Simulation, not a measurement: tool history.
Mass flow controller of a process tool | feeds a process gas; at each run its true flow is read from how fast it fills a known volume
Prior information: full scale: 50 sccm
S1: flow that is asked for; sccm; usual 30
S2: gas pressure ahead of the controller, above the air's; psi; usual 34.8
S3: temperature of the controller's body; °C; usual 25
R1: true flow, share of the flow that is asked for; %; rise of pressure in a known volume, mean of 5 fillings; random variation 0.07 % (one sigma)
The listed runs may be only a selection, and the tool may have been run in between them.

{"run": 1, "hour": 0.0, "S1": 30, "S2": 34.8, "S3": 25, "R1": 98.83}
{"run": 2, "hour": 92.0, "S1": 30, "S2": 34.8, "S3": 25, "R1": 98.72}
{"run": 3, "hour": 215.0, "S1": 30, "S2": 34.8, "S3": 25, "R1": 98.79}
{"run": 4, "hour": 327.9, "S1": 30, "S2": 34.8, "S3": 25, "R1": 98.73}
{"run": 5, "hour": 458.4, "S1": 30, "S2": 34.8, "S3": 24, "R1": 98.48}
{"run": 6, "hour": 589.1, "S1": 30, "S2": 34.8, "S3": 25, "R1": 98.53}
{"run": 7, "hour": 705.4, "S1": 30, "S2": 34.8, "S3": 25, "R1": 98.35}
{"run": 8, "hour": 807.0, "S1": 30, "S2": 34.8, "S3": 25, "R1": 98.28}
{"run": 9, "hour": 955.2, "S1": 30, "S2": 34.8, "S3": 25, "R1": 98.19}
{"run": 10, "hour": 1092.5, "S1": 30, "S2": 34.8, "S3": 25, "R1": 98.12}
{"run": 11, "hour": 1251.8, "S1": 30, "S2": 34.8, "S3": 25, "R1": 98.1}
{"run": 12, "hour": 1365.5, "S1": 30, "S2": 34.8, "S3": 25, "R1": 97.8}
{"run": 13, "hour": 1516.7, "S1": 6, "S2": 34.8, "S3": 25, "R1": 96.81}
{"run": 14, "hour": 1597.8, "S1": 39, "S2": 34.8, "S3": 25, "R1": 98.3}
{"run": 15, "hour": 1727.3, "S1": 39, "S2": 34.8, "S3": 25, "R1": 98.08}
{"run": 16, "hour": 1883.4, "S1": 30, "S2": 34.8, "S3": 25, "R1": 97.64}
{"run": 17, "hour": 1978.6, "S1": 30, "S2": 34.8, "S3": 25, "R1": 97.44}
{"run": 18, "hour": 2130.4, "S1": 30, "S2": 34.8, "S3": 25, "R1": 97.4}
{"run": 19, "hour": 2284.4, "S1": 30, "S2": 34.8, "S3": 25, "R1": 97.38}
{"run": 20, "hour": 2419.2, "S1": 30, "S2": 34.8, "S3": 25, "R1": 97.25}
{"run": 21, "hour": 2502.2, "S1": 30, "S2": 34.8, "S3": 25, "R1": 97.15}
{"run": 22, "hour": 2688.4, "S1": 30, "S2": 34.8, "S3": 25, "R1": 97.0}
{"run": 23, "hour": 2866.7, "S1": 30, "S2": 34.8, "S3": 25, "R1": 97.04}
{"run": 24, "hour": 2989.9, "S1": 30, "S2": 34.8, "S3": 25, "R1": 96.82}
{"run": 25, "hour": 3088.7, "S1": 19, "S2": 23.2, "S3": 25, "R1": 96.78}
{"run": 26, "hour": 3195.9, "S1": 9, "S2": 23.2, "S3": 25, "R1": 96.16}
{"run": 27, "hour": 3307.7, "S1": 30, "S2": 37.0, "S3": 25, "R1": 96.54}
{"run": 28, "hour": 3481.3, "S1": 30, "S2": 37.0, "S3": 25, "R1": 96.35}
{"run": 29, "hour": 3600.0, "S1": 30, "S2": 37.0, "S3": 25, "R1": 96.28}
{"run": 30, "hour": 3685.7, "S1": 24, "S2": 34.8, "S3": 22, "R1": 95.79}
{"run": 31, "hour": 3797.4, "S1": 30, "S2": 34.8, "S3": 31, "R1": 96.72}
{"run": 32, "hour": 3939.7, "S1": 30, "S2": 34.8, "S3": 31, "R1": 96.72}
{"run": 33, "hour": 4071.5, "S1": 8, "S2": 27.3, "S3": 24, "R1": 95.45}
{"hour": 4128.1, "done": "gauge calibrated"}
{"run": 34, "hour": 4215.8, "S1": 16, "S2": 27.3, "S3": 29, "R1": 98.78}
{"run": 35, "hour": 4343.1, "S1": 16, "S2": 36.7, "S3": 21, "R1": 97.76}
{"run": 36, "hour": 4484.3, "S1": 12, "S2": 24.4, "S3": 28, "R1": 98.46}
{"run": 37, "hour": 4633.2, "S1": 17, "S2": 40.0, "S3": 31, "R1": 98.28}
{"run": 38, "hour": 4773.1, "S1": 17, "S2": 40.0, "S3": 31, "R1": 98.18}
{"run": 39, "hour": 4922.7, "S1": 17, "S2": 40.0, "S3": 31, "R1": 98.09}
{"run": 40, "hour": 5033.9, "S1": 17, "S2": 40.0, "S3": 24, "R1": 97.2}
{"run": 41, "hour": 5138.3, "S1": 17, "S2": 40.0, "S3": 24, "R1": 97.33}
{"run": 42, "hour": 5290.2, "S1": 17, "S2": 40.0, "S3": 24, "R1": 97.26}
{"run": 43, "hour": 5376.6, "S1": 17, "S2": 40.0, "S3": 24, "R1": 97.16}
{"run": 44, "hour": 5502.1, "S1": 17, "S2": 40.0, "S3": 24, "R1": 96.96}
{"run": 45, "hour": 5595.9, "S1": 47, "S2": 26.3, "S3": 31, "R1": 99.6}
{"run": 46, "hour": 5684.7, "S1": 11, "S2": 39.9, "S3": 23, "R1": 96.66}
{"run": 47, "hour": 5829.8, "S1": 11, "S2": 26.0, "S3": 23, "R1": 97.03}

A few steps of R1 between consecutive runs. Split each: what settings, incoming material and random variation would produce without the hidden state, and what is left over for the hidden state, along with gauge scatter present in only one of the two compared results (measured, and without hidden state):
Hidden state present: flow at rest that the sensor doesn't see, % of full scale; true flow over the shown one, %; drift of the gauge itself on true_pct, %.
Run 21 -> 22: nothing adjusted, nothing logged. R1 -0.15 %: hidden state -0.12, all else -0.03.
Run 22 -> 23: nothing adjusted, nothing logged. R1 +0.04 %: hidden state -0.13, all else +0.17.
Run 33 -> 34: S1 8 -> 16, S3 24 -> 29, gauge calibrated. R1 +3.33 %: hidden state +2.68, all else +0.65.
Run 44 -> 45: S1 17 -> 47, S2 40.0 -> 26.3, S3 24 -> 31. R1 +2.64 %: hidden state -0.11, all else +2.75.
Run 45 -> 46: S1 47 -> 11, S2 26.3 -> 39.9, S3 31 -> 23. R1 -2.94 %: hidden state +0.00, all else -2.94.
